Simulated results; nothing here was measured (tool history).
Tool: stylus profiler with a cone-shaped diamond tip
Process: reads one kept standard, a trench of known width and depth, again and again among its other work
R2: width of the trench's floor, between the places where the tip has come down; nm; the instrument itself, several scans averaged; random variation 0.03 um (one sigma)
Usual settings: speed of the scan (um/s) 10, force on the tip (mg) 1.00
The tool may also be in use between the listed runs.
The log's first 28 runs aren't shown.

{"run": 29, "hour": 1658.6, "speed of the scan (um/s)": 33, "force on the tip (mg)": 1.1, "depth of the trench (Å)": 10058.9, "R2": 15730}
{"run": 30, "hour": 1724.3, "speed of the scan (um/s)": 21, "force on the tip (mg)": 0.59, "depth of the trench (Å)": 10034.7, "R2": 15760}
{"run": 31, "hour": 1764.0, "speed of the scan (um/s)": 23, "force on the tip (mg)": 1.74, "depth of the trench (Å)": 10074.0, "R2": 15800}
{"run": 32, "hour": 1837.2, "speed of the scan (um/s)": 6, "force on the tip (mg)": 1.0, "depth of the trench (Å)": 10048.9, "R2": 15900}
{"run": 33, "hour": 1886.7, "speed of the scan (um/s)": 8, "force on the tip (mg)": 0.71, "depth of the trench (Å)": 10040.0, "R2": 15930}
{"run": 34, "hour": 1944.4, "speed of the scan (um/s)": 8, "force on the tip (mg)": 0.71, "depth of the trench (Å)": 10041.8, "R2": 15890}
{"hour": 1977.1, "done": "height scale calibrated on a step standard"}
{"run": 35, "hour": 2010.0, "speed of the scan (um/s)": 5, "force on the tip (mg)": 2.76, "depth of the trench (Å)": 10101.3, "R2": 15970}
{"run": 36, "hour": 2049.4, "speed of the scan (um/s)": 23, "force on the tip (mg)": 2.18, "depth of the trench (Å)": 10085.0, "R2": 15880}
{"run": 37, "hour": 2086.2, "speed of the scan (um/s)": 6, "force on the tip (mg)": 0.58, "depth of the trench (Å)": 10039.2, "R2": 15850}
{"run": 38, "hour": 2134.1, "speed of the scan (um/s)": 21, "force on the tip (mg)": 0.64, "depth of the trench (Å)": 10037.9, "R2": 15770}
{"run": 39, "hour": 2184.8, "speed of the scan (um/s)": 21, "force on the tip (mg)": 0.64, "depth of the trench (Å)": 10035.5, "R2": 15710}
{"run": 40, "hour": 2259.7, "speed of the scan (um/s)": 21, "force on the tip (mg)": 0.64, "depth of the trench (Å)": 10036.6, "R2": 15740}
{"run": 41, "hour": 2299.1, "speed of the scan (um/s)": 5, "force on the tip (mg)": 0.51, "depth of the trench (Å)": 10033.4, "R2": 15970}
{"run": 42, "hour": 2349.9, "speed of the scan (um/s)": 17, "force on the tip (mg)": 0.52, "depth of the trench (Å)": 10032.8, "R2": 15730}
{"run": 43, "hour": 2398.5, "speed of the scan (um/s)": 17, "force on the tip (mg)": 0.52, "depth of the trench (Å)": 10029.5, "R2": 15820}
{"run": 44, "hour": 2453.5, "speed of the scan (um/s)": 6, "force on the tip (mg)": 0.43, "depth of the trench (Å)": 10033.3, "R2": 15930}
{"run": 45, "hour": 2523.3, "speed of the scan (um/s)": 6, "force on the tip (mg)": 0.43, "depth of the trench (Å)": 10033.7, "R2": 15930}
{"run": 46, "hour": 2571.4, "speed of the scan (um/s)": 5, "force on the tip (mg)": 1.28, "depth of the trench (Å)": 10057.5, "R2": 15930}

Forecast each of these 4 alternatives for the next run:
{"run": "A", "hour": 2624.6, "speed of the scan (um/s)": 17, "force on the tip (mg)": 0.72, "depth of the trench (Å)": "?", "R2": "?"}
{"run": "B", "hour": 2624.6, "speed of the scan (um/s)": 5, "force on the tip (mg)": 1.75, "depth of the trench (Å)": "?", "R2": "?"}
{"run": "C", "hour": 2624.6, "speed of the scan (um/s)": 5, "force on the tip (mg)": 0.78, "depth of the trench (Å)": "?", "R2": "?"}
{"run": "D", "hour": 2624.6, "speed of the scan (um/s)": 6, "force on the tip (mg)": 1.33, "depth of the trench (Å)": "?", "R2": "?"}

run=A depth_of_the_trench_(Å)=10039.8 R2=15770
run=B depth_of_the_trench_(Å)=10076.5 R2=15920
run=C depth_of_the_trench_(Å)=10043.0 R2=15910
run=D depth_of_the_trench_(Å)=10056.7 R2=16010
Without the tool's hidden state the same runs would have given:
run=A depth_of_the_trench_(Å)=10039.7 R2=15800
run=B depth_of_the_trench_(Å)=10076.4 R2=15950
run=C depth_of_the_trench_(Å)=10042.9 R2=15930
run=D depth_of_the_trench_(Å)=10056.6 R2=16040
